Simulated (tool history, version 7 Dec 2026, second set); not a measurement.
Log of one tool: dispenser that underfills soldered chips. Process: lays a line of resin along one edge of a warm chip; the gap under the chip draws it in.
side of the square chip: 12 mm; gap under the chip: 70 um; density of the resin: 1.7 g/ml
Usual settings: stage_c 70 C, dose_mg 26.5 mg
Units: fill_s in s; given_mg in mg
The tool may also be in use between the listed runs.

| run | hour | stage_c | dose_mg | fill_s | given_mg |
|---|---|---|---|---|---|
| 1 | 0.0 | 70 | 26.5 | 46.8 | 26.15 |
|  | 2.0 | new syringe of resin |
| 2 | 7.5 | 70 | 26.5 | 33.3 | 26.15 |
| 3 | 14.0 | 71 | 26.5 | 40.8 | 26.10 |
|  | 18.8 | new syringe of resin |
| 4 | 20.8 | 70 | 26.5 | 29.0 | 25.96 |
| 5 | 27.5 | 70 | 26.5 | 36.7 | 25.90 |
| 6 | 32.3 | 70 | 28.9 | 45.2 | 28.30 |
|  | 35.2 | new syringe of resin |
| 7 | 39.4 | 70 | 26.4 | 32.9 | 25.75 |
|  | 44.2 | dispensing valve cleaned and set on the balance |
| 8 | 47.4 | 70 | 26.4 | 42.1 | 26.35 |
|  | 52.3 | new syringe of resin |
| 9 | 52.6 | 70 | 26.4 | 28.0 | 26.55 |
| 10 | 58.1 | 70 | 26.5 | 35.1 | 26.44 |
| 11 | 63.6 | 70 | 26.5 | 42.7 | 26.33 |
|  | 68.9 | new syringe of resin |
| 12 | 71.8 | 70 | 23.6 | 31.3 | 23.48 |
| 13 | 77.7 | 70 | 23.6 | 39.3 | 23.48 |
| 14 | 82.6 | 70 | 22.7 | 47.6 | 22.45 |
|  | 85.4 | new syringe of resin |
| 15 | 91.4 | 70 | 33.0 | 35.2 | 32.49 |
| 16 | 96.0 | 70 | 33.0 | 40.9 | 32.47 |
|  | 101.9 | new syringe of resin |
| 17 | 102.6 | 70 | 33.0 | 28.5 | 32.37 |
| 18 | 110.6 | 70 | 33.0 | 38.6 | 32.30 |
|  | 118.1 | new syringe of resin |
| 19 | 118.1 | 58 | 25.8 | 52.2 | 25.22 |

Forecast run 20:
|  | 122.9 | dispensing valve cleaned and set on the balance |
| 20 | 124.3 | 58 | 25.8 | ? | ? |

Run 20 gave fill_s 62.8 s, given_mg 25.86 mg.
Without the tool's hidden state the same run would have given fill_s 48.3 s, given_mg 25.85 mg.
